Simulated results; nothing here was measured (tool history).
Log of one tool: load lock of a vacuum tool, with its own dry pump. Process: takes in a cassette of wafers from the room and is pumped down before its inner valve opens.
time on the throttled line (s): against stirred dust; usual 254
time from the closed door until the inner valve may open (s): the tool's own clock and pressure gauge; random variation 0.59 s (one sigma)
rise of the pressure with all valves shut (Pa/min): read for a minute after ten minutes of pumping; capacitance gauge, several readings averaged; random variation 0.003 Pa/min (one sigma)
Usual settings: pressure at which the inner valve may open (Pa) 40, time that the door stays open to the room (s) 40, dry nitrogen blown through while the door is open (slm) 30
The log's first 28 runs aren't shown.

run,hour,time on the throttled line (s),pressure at which the inner valve may open (Pa),time that the door stays open to the room (s),dry nitrogen blown through while the door is open (slm),"incoming humidity of the room's air, %",time from the closed door until the inner valve may open (s),rise of the pressure with all valves shut (Pa/min)
29,7687.8,254,39,27,4,45.6,328.8,0.029
30,8064.7,214,40,98,30,46.7,293.4,0.051
31,8331.9,214,40,98,30,44.8,293.2,0.043
32,8498.8,214,40,98,30,41.6,292.5,0.047
33,8808.8,214,69,50,5,46.6,286.1,0.043
34,9152.5,347,37,50,31,42.1,415.9,0.03
# hour 9189.1: door's seal changed, seat wiped
35,9407,347,37,50,31,46.8,414.6,0.029
36,9729.8,252,46,40,27,44.9,325.8,0.022
37,9940.7,252,46,40,27,43.6,325.9,0.03

3 ways to go on from here, each from the tool as it stands after run 37. What would each give?
A,10157.9,150,46,40,27,42.2,?,?
B,10157.9,254,39,80,27,46.5,?,?
C,10157.9,252,31,40,27,41.8,?,?

run,time from the closed door until the inner valve may open (s),rise of the pressure with all valves shut (Pa/min)
A,232.8,0.022
B,330,0.037
C,331.8,0.019
Without the tool's hidden state the same runs would have given:
run,time from the closed door until the inner valve may open (s),rise of the pressure with all valves shut (Pa/min)
A,232.7,0.022
B,329.9,0.037
C,331.8,0.019
